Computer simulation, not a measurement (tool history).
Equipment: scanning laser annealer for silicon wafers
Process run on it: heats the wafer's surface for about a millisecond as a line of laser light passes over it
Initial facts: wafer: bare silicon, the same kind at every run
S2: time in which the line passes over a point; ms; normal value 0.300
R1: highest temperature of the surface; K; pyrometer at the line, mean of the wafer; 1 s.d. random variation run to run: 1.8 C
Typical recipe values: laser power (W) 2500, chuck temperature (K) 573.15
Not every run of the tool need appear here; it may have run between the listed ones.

{"run": 1, "day": 0.0, "laser power (W)": 2500, "S2": 0.3, "chuck temperature (K)": 573.15, "R1": 1357.15}
{"run": 2, "day": 1.0, "laser power (W)": 2500, "S2": 0.3, "chuck temperature (K)": 573.15, "R1": 1354.15}
{"run": 3, "day": 1.508, "laser power (W)": 2500, "S2": 0.3, "chuck temperature (K)": 573.15, "R1": 1357.15}
{"run": 4, "day": 2.033, "laser power (W)": 2500, "S2": 0.3, "chuck temperature (K)": 573.15, "R1": 1354.15}
{"run": 5, "day": 2.729, "laser power (W)": 2500, "S2": 0.319, "chuck temperature (K)": 573.15, "R1": 1383.15}
{"run": 6, "day": 3.704, "laser power (W)": 2526, "S2": 0.3, "chuck temperature (K)": 573.15, "R1": 1368.15}
{"run": 7, "day": 4.308, "laser power (W)": 2526, "S2": 0.3, "chuck temperature (K)": 573.15, "R1": 1362.15}
{"run": 8, "day": 5.308, "laser power (W)": 2526, "S2": 0.3, "chuck temperature (K)": 573.15, "R1": 1363.15}
{"run": 9, "day": 5.908, "laser power (W)": 2526, "S2": 0.3, "chuck temperature (K)": 573.15, "R1": 1365.15}
{"run": 10, "day": 6.575, "laser power (W)": 2500, "S2": 0.378, "chuck temperature (K)": 573.15, "R1": 1466.15}
{"run": 11, "day": 6.988, "laser power (W)": 2500, "S2": 0.3, "chuck temperature (K)": 558.15, "R1": 1342.15}
{"run": 12, "day": 7.758, "laser power (W)": 2500, "S2": 0.3, "chuck temperature (K)": 558.15, "R1": 1339.15}
{"run": 13, "day": 8.288, "laser power (W)": 2500, "S2": 0.247, "chuck temperature (K)": 573.15, "R1": 1272.15}
{"run": 14, "day": 8.838, "laser power (W)": 2500, "S2": 0.3, "chuck temperature (K)": 573.15, "R1": 1356.15}
{"run": 15, "day": 9.392, "laser power (W)": 2535, "S2": 0.3, "chuck temperature (K)": 573.15, "R1": 1368.15}
{"run": 16, "day": 10.15, "laser power (W)": 2500, "S2": 0.256, "chuck temperature (K)": 573.15, "R1": 1289.15}
{"run": 17, "day": 11.125, "laser power (W)": 2500, "S2": 0.24, "chuck temperature (K)": 573.15, "R1": 1263.15}
{"run": 18, "day": 11.812, "laser power (W)": 2676, "S2": 0.249, "chuck temperature (K)": 593.15, "R1": 1355.15}
{"run": 19, "day": 12.404, "laser power (W)": 2676, "S2": 0.249, "chuck temperature (K)": 593.15, "R1": 1356.15}
{"run": 20, "day": 13.075, "laser power (W)": 2207, "S2": 0.285, "chuck temperature (K)": 581.15, "R1": 1234.15}
{"run": 21, "day": 13.938, "laser power (W)": 2345, "S2": 0.324, "chuck temperature (K)": 585.15, "R1": 1340.15}
{"run": 22, "day": 14.762, "laser power (W)": 2471, "S2": 0.266, "chuck temperature (K)": 596.15, "R1": 1317.15}
{"run": 23, "day": 15.233, "laser power (W)": 2471, "S2": 0.266, "chuck temperature (K)": 596.15, "R1": 1315.15}
{"run": 24, "day": 15.717, "laser power (W)": 2471, "S2": 0.247, "chuck temperature (K)": 596.15, "R1": 1287.15}
{"run": 25, "day": 16.583, "laser power (W)": 2471, "S2": 0.239, "chuck temperature (K)": 604.15, "R1": 1281.15}
{"run": 26, "day": 17.112, "laser power (W)": 2471, "S2": 0.239, "chuck temperature (K)": 604.15, "R1": 1282.15}
{"run": 27, "day": 17.592, "laser power (W)": 2471, "S2": 0.239, "chuck temperature (K)": 604.15, "R1": 1280.15}
{"run": 28, "day": 18.512, "laser power (W)": 2524, "S2": 0.352, "chuck temperature (K)": 592.15, "R1": 1460.15}
{"run": 29, "day": 19.142, "laser power (W)": 2524, "S2": 0.352, "chuck temperature (K)": 592.15, "R1": 1458.15}
{"run": 30, "day": 19.55, "laser power (W)": 2524, "S2": 0.352, "chuck temperature (K)": 592.15, "R1": 1460.15}
{"run": 31, "day": 20.054, "laser power (W)": 2524, "S2": 0.245, "chuck temperature (K)": 553.15, "R1": 1256.15}
{"run": 32, "day": 20.883, "laser power (W)": 2597, "S2": 0.3, "chuck temperature (K)": 590.15, "R1": 1407.15}
{"run": 33, "day": 21.467, "laser power (W)": 2500, "S2": 0.263, "chuck temperature (K)": 551.15, "R1": 1277.15}

Taken out of this log: 1 entry between the listed runs. Where each belongs, and how the hidden state differs across it:
From run 16 to run 17: window over the wafer cleaned (day 10.492)
  light that passes the window, % of a clean one's: 99.92 -> 100
